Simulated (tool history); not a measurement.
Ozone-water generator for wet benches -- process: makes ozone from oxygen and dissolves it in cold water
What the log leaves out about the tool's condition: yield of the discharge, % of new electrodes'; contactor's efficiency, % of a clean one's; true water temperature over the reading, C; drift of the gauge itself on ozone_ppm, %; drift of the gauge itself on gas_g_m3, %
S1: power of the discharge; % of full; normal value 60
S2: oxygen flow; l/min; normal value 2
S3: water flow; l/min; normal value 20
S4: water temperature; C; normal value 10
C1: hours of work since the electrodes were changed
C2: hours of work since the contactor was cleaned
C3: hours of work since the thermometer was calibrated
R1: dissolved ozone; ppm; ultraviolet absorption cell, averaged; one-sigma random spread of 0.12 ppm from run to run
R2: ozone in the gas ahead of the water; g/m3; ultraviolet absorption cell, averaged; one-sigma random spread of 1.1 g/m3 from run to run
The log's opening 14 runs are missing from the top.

Run 15, day 64.062: usual settings but S2 2.63 l/min; C1 1617; C2 1697; C3 123. Result: R1 12.5 ppm, R2 162.3 g/m3.
Run 16, day 67.954: usual settings but S2 2.63 l/min; C1 1675; C2 1755; C3 181. Result: R1 12.4 ppm, R2 161.3 g/m3.
Run 17, day 71.338: usual settings but S2 2.63 l/min, S4 14 C; C1 1725; C2 1805; C3 231. Result: R1 12 ppm, R2 161 g/m3.
Run 18, day 75.125: usual settings but S2 2.63 l/min, S4 14 C; C1 1781; C2 1862; C3 288. Result: R1 11.9 ppm, R2 160.4 g/m3.
Run 19, day 79.754: usual settings but S2 2.63 l/min, S4 14 C; C1 1850; C2 1930; C3 356. Result: R1 11.8 ppm, R2 161.3 g/m3.
Run 20, day 83.204: usual settings but S2 1.88 l/min, S3 22 l/min, S4 5 C; C1 1901; C2 1981; C3 407. Result: R1 10.7 ppm, R2 197.9 g/m3.
Run 21, day 85.758: usual settings but S2 1.88 l/min, S3 22 l/min, S4 5 C; C1 1939; C2 2019; C3 445. Result: R1 10.9 ppm, R2 199.4 g/m3.
Run 22, day 90.146: usual settings but S2 1.88 l/min, S3 15 l/min, S4 5 C; C1 2004; C2 2084; C3 510. Result: R1 16.3 ppm, R2 198.9 g/m3.
Run 23, day 95.138: usual settings but S2 1.83 l/min, S3 23 l/min, S4 16 C; C1 2078; C2 2158; C3 584. Result: R1 9.3 ppm, R2 201.2 g/m3.
Run 24, day 97.554: usual settings but S2 1.61 l/min, S3 12 l/min, S4 8 C; C1 2114; C2 2194; C3 620. Result: R1 18.7 ppm, R2 218.1 g/m3.
Run 25, day 102.783: usual settings but S1 63 % of full, S2 1.29 l/min, S3 16 l/min; C1 2191; C2 2271; C3 698. Result: R1 14.3 ppm, R2 261.1 g/m3.
Run 26, day 106.917: usual settings but S1 42 % of full, S2 1.43 l/min, S3 21 l/min, S4 12 C; C1 2253; C2 2333; C3 759. Result: R1 7.6 ppm, R2 173.5 g/m3.
Run 27, day 111.208: usual settings but S1 71 % of full, S2 1.35 l/min, S3 26 l/min; C1 2316; C2 2396; C3 822. Result: R1 9.2 ppm, R2 279.5 g/m3.
Run 28, day 114.971: usual settings but S2 1.12 l/min, S4 5 C; C1 2372; C2 2452; C3 878. Result: R1 10.4 ppm, R2 273 g/m3.
Run 29, day 120.525: usual settings but S1 42 % of full, S3 23 l/min; C1 2454; C2 2535; C3 961. Result: R1 7.5 ppm, R2 139.7 g/m3.
Run 30, day 122.962: usual settings but S3 23 l/min; C1 2491; C2 2571; C3 997. Result: R1 9.9 ppm, R2 188.6 g/m3.
Run 31, day 127.446: usual settings but S3 23 l/min; C1 2557; C2 2637; C3 1063. Result: R1 9.9 ppm, R2 188.4 g/m3.
Run 32, day 132.8: usual settings but S1 49 % of full, S2 3.3 l/min, S4 6 C; C1 2636; C2 2717; C3 1143. Result: R1 10.8 ppm, R2 115.9 g/m3.
Run 33, day 137.825: usual settings but S1 44 % of full, S2 1.07 l/min, S3 21 l/min; C1 2711; C2 2791; C3 1217. Result: R1 7.1 ppm, R2 213.1 g/m3.
Run 34, day 143.017: usual settings but S2 1.26 l/min, S4 15 C; C1 2788; C2 2868; C3 1294. Result: R1 10.3 ppm, R2 249.8 g/m3.

Forecast each of these 3 alternatives for the next run:
Run A, day 146.708: usual settings but S3 24 l/min; C1 2843; C2 2923; C3 1349. Result: R1 ?, R2 ?.
Run B, day 146.708: usual settings but S1 54 % of full, S2 1.34 l/min, S3 27 l/min, S4 15 C; C1 2843; C2 2923; C3 1349. Result: R1 ?, R2 ?.
Run C, day 146.708: usual settings but S2 1.36 l/min, S4 7 C; C1 2843; C2 2923; C3 1349. Result: R1 ?, R2 ?.

run    R1     R2
  A   9.5  186.5
  B   6.9  219.4
  C  10.8  237.6
Stripped of hidden state, with their random variation kept, the same runs would have yielded:
run    R1     R2
  A  10.4  198.4
  B   7.5  231.8
  C  11.8  252.6
